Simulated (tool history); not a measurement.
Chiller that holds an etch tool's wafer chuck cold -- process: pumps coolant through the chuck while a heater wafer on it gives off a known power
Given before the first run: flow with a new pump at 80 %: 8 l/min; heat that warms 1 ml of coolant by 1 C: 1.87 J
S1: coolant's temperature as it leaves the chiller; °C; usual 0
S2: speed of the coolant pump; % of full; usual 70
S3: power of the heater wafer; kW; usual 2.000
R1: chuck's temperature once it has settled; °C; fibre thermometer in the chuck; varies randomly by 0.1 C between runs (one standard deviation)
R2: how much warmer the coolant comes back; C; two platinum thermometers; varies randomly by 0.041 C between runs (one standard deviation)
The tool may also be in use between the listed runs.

run 1 day=0.000 | S1=0 S2=70 S3=2.000 | R1=18.6 R2=9.29
run 2 day=0.783 | S1=0 S2=70 S3=1.383 | R1=12.8 R2=6.49
run 3 day=2.204 | S1=0 S2=70 S3=1.383 | R1=12.8 R2=6.51
run 4 day=3.517 | S1=0 S2=70 S3=1.383 | R1=12.9 R2=6.49
run 5 day=4.596 | S1=-7 S2=70 S3=1.383 | R1=5.9 R2=6.50
run 6 day=6.292 | S1=-6 S2=70 S3=1.383 | R1=6.7 R2=6.49
run 7 day=7.142 | S1=-6 S2=70 S3=1.383 | R1=6.9 R2=6.52
run 8 day=8.221 | S1=-6 S2=70 S3=1.383 | R1=6.9 R2=6.57
run 9 day=9.567 | S1=-6 S2=70 S3=1.383 | R1=7.0 R2=6.56
run 10 day=10.950 | S1=0 S2=70 S3=2.661 | R1=24.8 R2=12.47
run 11 day=11.996 | S1=0 S2=70 S3=2.000 | R1=18.6 R2=9.45
run 12 day=12.708 | S1=0 S2=70 S3=2.796 | R1=26.1 R2=13.20
run 13 day=13.962 | S1=0 S2=70 S3=2.796 | R1=25.9 R2=13.24
run 14 day=15.479 | S1=-1 S2=70 S3=2.796 | R1=25.0 R2=13.27
run 15 day=16.579 | S1=-1 S2=70 S3=2.796 | R1=25.0 R2=13.17
run 16 day=18.246 | S1=-1 S2=70 S3=2.796 | R1=25.0 R2=13.22
run 17 day=19.117 | S1=-1 S2=70 S3=2.796 | R1=25.1 R2=13.19
run 18 day=20.262 | S1=-2 S2=91 S3=1.702 | R1=11.0 R2=6.14
run 19 day=21.067 | S1=-2 S2=91 S3=1.702 | R1=11.0 R2=6.11
run 20 day=22.675 | S1=5 S2=70 S3=1.306 | R1=17.2 R2=6.32
run 21 day=23.821 | S1=1 S2=90 S3=1.751 | R1=14.3 R2=6.40
run 22 day=25.112 | S1=-3 S2=90 S3=1.751 | R1=10.3 R2=6.38
run 23 day=26.604 | S1=-3 S2=90 S3=1.751 | R1=10.4 R2=6.38
run 24 day=27.754 | S1=-3 S2=90 S3=1.751 | R1=10.4 R2=6.35
run 25 day=29.467 | S1=6 S2=67 S3=1.429 | R1=19.7 R2=7.28
run 26 day=31.167 | S1=6 S2=67 S3=1.429 | R1=19.8 R2=7.34
run 27 day=32.638 | S1=6 S2=67 S3=1.429 | R1=19.7 R2=7.33
run 28 day=33.742 | S1=6 S2=72 S3=1.781 | R1=22.2 R2=8.33
run 29 day=34.775 | S1=-1 S2=72 S3=1.781 | R1=15.1 R2=8.43
run 30 day=36.158 | S1=-9 S2=63 S3=1.842 | R1=9.6 R2=10.05
run 31 day=37.171 | S1=-9 S2=63 S3=1.842 | R1=9.5 R2=10.10

Forecast each of these 3 alternatives for the next run:
-- day=37.858 gauge calibrated
run A day=38.771 | S1=0 S2=77 S3=1.961 | R1=? R2=?
-- day=37.858 gauge calibrated
run B day=38.771 | S1=-8 S2=63 S3=1.842 | R1=? R2=?
-- day=37.858 gauge calibrated
run C day=38.771 | S1=-8 S2=86 S3=1.842 | R1=? R2=?

run=A R1=17.0 R2=8.19
run=B R1=10.5 R2=9.66
run=C R1=6.6 R2=6.81
Without the tool's hidden state the same runs would have given:
run=A R1=16.9 R2=8.18
run=B R1=10.5 R2=9.65
run=C R1=6.6 R2=6.80

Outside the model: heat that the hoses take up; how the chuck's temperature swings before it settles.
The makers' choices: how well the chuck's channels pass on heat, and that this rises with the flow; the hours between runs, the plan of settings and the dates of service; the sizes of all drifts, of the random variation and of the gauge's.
